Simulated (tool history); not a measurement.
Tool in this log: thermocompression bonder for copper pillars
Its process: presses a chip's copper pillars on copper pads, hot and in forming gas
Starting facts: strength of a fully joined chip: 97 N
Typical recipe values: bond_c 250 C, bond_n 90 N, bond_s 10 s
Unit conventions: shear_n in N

Run 1, day 0.000: usual settings. Result: shear_n 37.5 N.
Run 2, day 0.221: usual settings. Result: shear_n 36.5 N.
Run 3, day 0.542: usual settings but bond_n 71 N. Result: shear_n 29.4 N.
Run 4, day 0.771: usual settings but bond_n 64 N. Result: shear_n 27.1 N.
Run 5, day 1.025: usual settings but bond_n 64 N. Result: shear_n 27.5 N.
Run 6, day 1.262: usual settings but bond_n 64 N. Result: shear_n 25.5 N.
Run 7, day 1.529: usual settings but bond_n 64 N. Result: shear_n 26.4 N.
Run 8, day 1.850: usual settings but bond_n 64 N, bond_s 12 s. Result: shear_n 28.6 N.
Run 9, day 2.112: usual settings but bond_c 236 C. Result: shear_n 28.4 N.
Run 10, day 2.308: usual settings but bond_n 106 N. Result: shear_n 43.1 N.
Run 11, day 2.617: usual settings but bond_c 238 C. Result: shear_n 29.3 N.
Run 12, day 2.846: usual settings but bond_c 238 C. Result: shear_n 29.5 N.
Run 13, day 3.038: usual settings but bond_c 238 C. Result: shear_n 29.3 N.
Run 14, day 3.308: usual settings but bond_c 238 C. Result: shear_n 29.7 N.
Run 15, day 3.504: usual settings. Result: shear_n 37.6 N.
Run 16, day 3.708: usual settings. Result: shear_n 37.8 N.
Run 17, day 4.129: usual settings but bond_n 97 N. Result: shear_n 40.8 N.
Run 18, day 4.575: usual settings but bond_n 97 N. Result: shear_n 39.7 N.
Run 19, day 4.958: usual settings but bond_n 66 N. Result: shear_n 27.6 N.
Run 20, day 5.200: usual settings but bond_n 66 N. Result: shear_n 27.2 N.
Run 21, day 5.467: usual settings but bond_c 279 C, bond_n 56 N, bond_s 27 s. Result: shear_n 54.4 N.
Run 22, day 5.879: usual settings but bond_c 279 C, bond_n 56 N, bond_s 27 s. Result: shear_n 53.8 N.
Run 23, day 6.129: usual settings but bond_c 279 C, bond_n 56 N, bond_s 27 s. Result: shear_n 53.7 N.
Run 24, day 6.592: usual settings but bond_c 277 C, bond_s 19 s. Result: shear_n 67.9 N.
Run 25, day 6.783: usual settings but bond_n 125 N, bond_s 11 s. Result: shear_n 52.2 N.
Run 26, day 7.229: usual settings but bond_n 104 N, bond_s 25 s. Result: shear_n 57.8 N.
Run 27, day 7.454: usual settings but bond_n 104 N, bond_s 25 s. Result: shear_n 58.7 N.
Run 28, day 7.812: usual settings but bond_c 260 C, bond_n 63 N. Result: shear_n 30.7 N.
Run 29, day 8.142: usual settings but bond_c 260 C, bond_n 63 N, bond_s 8 s. Result: shear_n 28.6 N.
Run 30, day 8.446: usual settings but bond_c 260 C, bond_n 63 N, bond_s 8 s. Result: shear_n 29.2 N.
Run 31, day 8.883: usual settings but bond_c 260 C, bond_n 63 N, bond_s 8 s. Result: shear_n 28.6 N.
Run 32, day 9.104: usual settings but bond_n 87 N, bond_s 7 s. Result: shear_n 30.7 N.
Run 33, day 9.396: usual settings but bond_c 228 C, bond_s 8 s. Result: shear_n 22.2 N.
Run 34, day 9.733: usual settings but bond_c 228 C, bond_s 8 s. Result: shear_n 22.0 N.
Run 35, day 10.062: usual settings but bond_c 241 C, bond_s 11 s. Result: shear_n 32.6 N.
Run 36, day 10.396: usual settings but bond_c 241 C, bond_n 80 N, bond_s 12 s. Result: shear_n 30.5 N.
Run 37, day 10.825: usual settings but bond_c 241 C, bond_n 80 N, bond_s 12 s. Result: shear_n 30.4 N.
Run 38, day 11.088: usual settings but bond_c 241 C, bond_n 80 N, bond_s 12 s. Result: shear_n 31.8 N.
Run 39, day 11.317: usual settings but bond_n 66 N, bond_s 26 s. Result: shear_n 39.7 N.

4 ways to go on from here, each from the tool as it stands after run 39. What would each give?
Run A, day 11.662: usual settings but bond_c 223 C, bond_n 85 N, bond_s 26 s. Result: shear_n ?.
Run B, day 11.662: usual settings but bond_c 222 C, bond_n 56 N, bond_s 5 s. Result: shear_n ?.
Run C, day 11.662: usual settings but bond_c 275 C, bond_n 133 N, bond_s 28 s. Result: shear_n ?.
Run D, day 11.662: usual settings but bond_c 277 C, bond_n 66 N, bond_s 9 s. Result: shear_n ?.

run  shear_n
  A     31.7
  B      9.1
  C     86.2
  D     41.3
Without the tool's unlogged condition, the same runs would have read:
run  shear_n
  A     31.8
  B      9.1
  C     86.4
  D     41.3
